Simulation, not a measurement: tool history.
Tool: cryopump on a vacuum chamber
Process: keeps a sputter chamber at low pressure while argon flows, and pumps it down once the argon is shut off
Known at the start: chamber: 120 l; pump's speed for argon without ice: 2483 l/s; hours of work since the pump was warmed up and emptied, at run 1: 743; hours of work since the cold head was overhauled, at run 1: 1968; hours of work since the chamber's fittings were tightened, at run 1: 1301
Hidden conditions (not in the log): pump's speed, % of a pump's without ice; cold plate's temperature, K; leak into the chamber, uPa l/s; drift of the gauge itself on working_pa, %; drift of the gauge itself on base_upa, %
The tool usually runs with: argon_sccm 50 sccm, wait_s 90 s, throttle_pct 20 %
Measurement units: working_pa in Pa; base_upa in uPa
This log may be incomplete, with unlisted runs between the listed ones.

run    hour  argon_sccm  wait_s  throttle_pct  hours of work since the pump was warmed up and emptied  hours of work since the cold head was overhauled  hours of work since the chamber's fittings were tightened  working_pa  base_upa
  1       0          50      90            20                                                     743                                              1968                                                       1301      0.1743       1.6
       35.4  -- leaking fittings of the chamber tightened, without venting
  2    48.7          50      90            16                                                     780                                              2005                                                         10      0.2183      0.28
  3    96.3          25      90            20                                                     818                                              2042                                                         48      0.0883      0.35
  4   137.3          25      90            20                                                     850                                              2075                                                         80      0.0874      0.37
  5   172.4          26      90            20                                                     878                                              2102                                                        108      0.0921      0.41
  6   229.7          26      90            20                                                     923                                              2148                                                        153      0.0924      0.42
  7   267.5          26      90            20                                                     953                                              2177                                                        183       0.092      0.48
  8   311.5          50      90            20                                                     987                                              2212                                                        218      0.1771       0.5
  9   349.6          50      90            20                                                    1017                                              2242                                                        248      0.1768      0.54
 10   433.6          50      90            20                                                    1084                                              2308                                                        314      0.1791      0.59
 11   483.4          50      90            20                                                    1123                                              2348                                                        353      0.1797      0.65
      524.1  -- pump warmed up, emptied and cooled again
 12   527.1          50      90            20                                                       2                                              2378                                                        384      0.1715      0.59
 13     606          50      74            20                                                      65                                              2440                                                        446      0.1717      0.64
 14   671.3          26      90            20                                                     116                                              2492                                                        498      0.0899      0.66
 15   730.5          26      90            20                                                     163                                              2539                                                        544      0.0904      0.74
 16     808          50      90            20                                                     224                                              2600                                                        605      0.1728      0.79
 17   862.8          50      90            20                                                     267                                              2643                                                        649      0.1742      0.86
 18   902.1          45      90            23                                                     298                                              2674                                                        680      0.1355      0.88
 19   973.8          40      90            23                                                     355                                              2730                                                        736      0.1213      0.91
 20  1017.6          57      56            51                                                     389                                              2765                                                        771      0.0799      1.05
 21  1082.8          57     176            21                                                     441                                              2816                                                        822      0.1894      0.93
 22  1165.7          76      90            37                                                     506                                              2882                                                        887      0.1476      1.13
 23    1242          47     163            48                                                     566                                              2942                                                        948      0.0715      1.04
 24  1299.9          22      82            15                                                     612                                              2988                                                        993       0.101      1.23
 25  1359.8          28     101            22                                                     659                                              3035                                                       1041      0.0899      1.24
 26  1412.3          50     122            23                                                     701                                              3076                                                       1082      0.1538      1.29
 27  1470.5          50     122            23                                                     746                                              3122                                                       1128      0.1543      1.34
 28  1552.6          50      79            23                                                     811                                              3187                                                       1193      0.1552      1.44
 29  1614.1          67      57            16                                                     860                                              3235                                                       1241      0.2947       1.6
 30  1689.9          67      57            16                                                     919                                              3295                                                       1301       0.295      1.69
     1723.1  -- leaking fittings of the chamber tightened, without venting
 31  1766.4          67      57            16                                                     978                                              3354                                                         34      0.2971      0.43
 32  1815.5          43      63            24                                                    1017                                              3393                                                         73        0.13      0.47
 33  1880.7          43      63            24                                                    1068                                              3444                                                        124      0.1306       0.5
 34  1937.8          43      63            45                                                    1113                                              3489                                                        169       0.073      0.54

What if the next run were any one of these 4? Each begins from the tool's condition after run 34:
     1993.6  -- pump warmed up, emptied and cooled again
  A  2003.5          80      41            52                                                       8                                              3537                                                        217           ?         ?
     1993.6  -- pump warmed up, emptied and cooled again
  B  2003.5          77      74            20                                                       8                                              3537                                                        217           ?         ?
     1993.6  -- pump warmed up, emptied and cooled again
  C  2003.5          50      72            42                                                       8                                              3537                                                        217           ?         ?
     1993.6  -- pump warmed up, emptied and cooled again
  D  2003.5          50      30            20                                                       8                                              3537                                                        217           ?         ?

run  working_pa  base_upa
  A       0.107      0.65
  B      0.2652       0.5
  C      0.0819      0.49
  D      0.1715      0.72
With the hidden condition removed and each run's random variation left untouched, the same runs would have given:
run  working_pa  base_upa
  A      0.1044      0.44
  B      0.2626       0.3
  C      0.0802      0.29
  D      0.1699      0.52
